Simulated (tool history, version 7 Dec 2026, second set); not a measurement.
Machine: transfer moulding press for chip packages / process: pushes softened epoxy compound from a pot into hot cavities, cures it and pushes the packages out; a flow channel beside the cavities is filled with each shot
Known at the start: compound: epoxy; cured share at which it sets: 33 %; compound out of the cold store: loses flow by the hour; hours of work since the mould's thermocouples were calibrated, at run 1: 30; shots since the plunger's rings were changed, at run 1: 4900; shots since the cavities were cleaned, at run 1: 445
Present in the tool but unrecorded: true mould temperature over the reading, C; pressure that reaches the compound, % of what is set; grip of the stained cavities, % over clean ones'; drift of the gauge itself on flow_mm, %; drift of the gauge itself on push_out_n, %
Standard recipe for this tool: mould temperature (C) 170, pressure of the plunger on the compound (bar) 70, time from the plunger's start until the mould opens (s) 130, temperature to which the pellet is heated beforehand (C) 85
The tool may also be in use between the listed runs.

| run | day | mould temperature (C) | pressure of the plunger on the compound (bar) | time from the plunger's start until the mould opens (s) | temperature to which the pellet is heated beforehand (C) | hours of work since the mould's thermocouples were calibrated | shots since the plunger's rings were changed | shots since the cavities were cleaned | incoming compound's hours out of the cold store | length that the compound runs in the flow channel (mm) | greatest force on the pins that push the packages out (N) |
|---|---|---|---|---|---|---|---|---|---|---|---|
| 1 | 0 | 170 | 70 | 130 | 85 | 30 | 4900 | 445 | 23 | 628 | 751 |
| 2 | 0.329 | 170 | 70 | 130 | 85 | 35 | 4976 | 521 | 43.2 | 556 | 757 |
|  | 0.617 | cavities cleaned with cleaning compound and waxed |
| 3 | 0.929 | 170 | 70 | 130 | 85 | 44 | 5101 | 73 | 35.7 | 588 | 875 |
| 4 | 1.492 | 170 | 70 | 146 | 85 | 53 | 5230 | 202 | 9 | 662 | 816 |
| 5 | 1.9 | 170 | 70 | 146 | 85 | 59 | 5324 | 296 | 12.3 | 659 | 810 |
| 6 | 2.208 | 164 | 70 | 130 | 85 | 64 | 5395 | 367 | 37.3 | 593 | 1147 |
| 7 | 2.629 | 170 | 70 | 130 | 85 | 70 | 5493 | 465 | 46.2 | 545 | 842 |
| 8 | 3.025 | 170 | 70 | 130 | 85 | 77 | 5584 | 556 | 33 | 589 | 854 |
|  | 3.142 | cavities cleaned with cleaning compound and waxed |
| 9 | 3.554 | 170 | 70 | 130 | 92 | 84 | 5692 | 96 | 12.9 | 646 | 536 |
|  | 3.975 | cavities cleaned with cleaning compound and waxed, once more |
| 10 | 4.042 | 170 | 70 | 130 | 92 | 91 | 5789 | 15 | 12.1 | 633 | 466 |
|  | 4.288 | plunger's sealing rings changed |
| 11 | 4.658 | 170 | 70 | 130 | 92 | 99 | 85 | 133 | 47.8 | 606 | 572 |
| 12 | 5.225 | 170 | 70 | 130 | 92 | 107 | 217 | 265 | 34.8 | 637 | 650 |
| 13 | 5.812 | 170 | 70 | 130 | 92 | 117 | 352 | 400 | 19.6 | 685 | 711 |
| 14 | 6.312 | 170 | 70 | 130 | 85 | 124 | 468 | 516 | 46.6 | 599 | 750 |
|  | 6.608 | cavities cleaned with cleaning compound and waxed |
| 15 | 6.9 | 164 | 57.9 | 142 | 81 | 133 | 589 | 68 | 25.1 | 629 | 614 |
| 16 | 7.4 | 164 | 57.9 | 142 | 81 | 140 | 704 | 183 | 47.6 | 559 | 704 |
| 17 | 7.738 | 170 | 67.1 | 150 | 85 | 146 | 782 | 261 | 43 | 600 | 614 |
| 18 | 8.162 | 173 | 70 | 130 | 85 | 152 | 880 | 359 | 37.8 | 612 | 646 |
| 19 | 8.483 | 170 | 61.4 | 130 | 93 | 157 | 954 | 433 | 41.7 | 573 | 698 |
| 20 | 9.029 | 177 | 60.1 | 161 | 91 | 166 | 1080 | 559 | 42.2 | 543 | 663 |
|  | 9.15 | cavities cleaned with cleaning compound and waxed |
| 21 | 9.6 | 170 | 69.1 | 130 | 77 | 174 | 1198 | 105 | 31.3 | 647 | 537 |
| 22 | 10.033 | 170 | 78.3 | 130 | 94 | 181 | 1298 | 205 | 34.3 | 670 | 602 |
| 23 | 10.283 | 170 | 69.9 | 153 | 83 | 185 | 1355 | 262 | 40.2 | 618 | 607 |
| 24 | 10.671 | 170 | 69.9 | 144 | 94 | 191 | 1444 | 351 | 14.6 | 676 | 622 |
| 25 | 11.017 | 170 | 52 | 144 | 94 | 196 | 1524 | 431 | 38.6 | 526 | 677 |
| 26 | 11.412 | 169 | 70 | 130 | 85 | 202 | 1616 | 523 | 15.8 | 697 | 781 |
|  | 11.667 | cavities cleaned with cleaning compound and waxed |
| 27 | 11.954 | 163 | 54.9 | 144 | 79 | 210 | 1726 | 67 | 41.3 | 565 | 603 |
| 28 | 12.388 | 170 | 70.5 | 161 | 88 | 217 | 1826 | 167 | 35.7 | 621 | 531 |

Consider 5 possible next runs. They are alternatives, not a sequence: every one starts from the tool as it was left by run 28. What does each give?
| A | 12.946 | 176 | 70 | 130 | 94 | 225 | 1955 | 296 | 18.1 | ? | ? |
| B | 12.946 | 176 | 70 | 150 | 84 | 225 | 1955 | 296 | 22.3 | ? | ? |
| C | 12.946 | 170 | 70 | 130 | 77 | 225 | 1955 | 296 | 47.5 | ? | ? |
| D | 12.946 | 173 | 70.5 | 111 | 82 | 225 | 1955 | 296 | 11.1 | ? | ? |
| E | 12.946 | 170 | 72.8 | 118 | 88 | 225 | 1955 | 296 | 41.5 | ? | ? |

| run | length that the compound runs in the flow channel (mm) | greatest force on the pins that push the packages out (N) |
|---|---|---|
| A | 656 | 607 |
| B | 630 | 593 |
| C | 589 | 648 |
| D | 697 | 703 |
| E | 618 | 726 |
Stripped of hidden state, with their random variation kept, the same runs would have yielded:
| run | length that the compound runs in the flow channel (mm) | greatest force on the pins that push the packages out (N) |
|---|---|---|
| A | 679 | 383 |
| B | 653 | 373 |
| C | 609 | 404 |
| D | 722 | 439 |
| E | 640 | 453 |
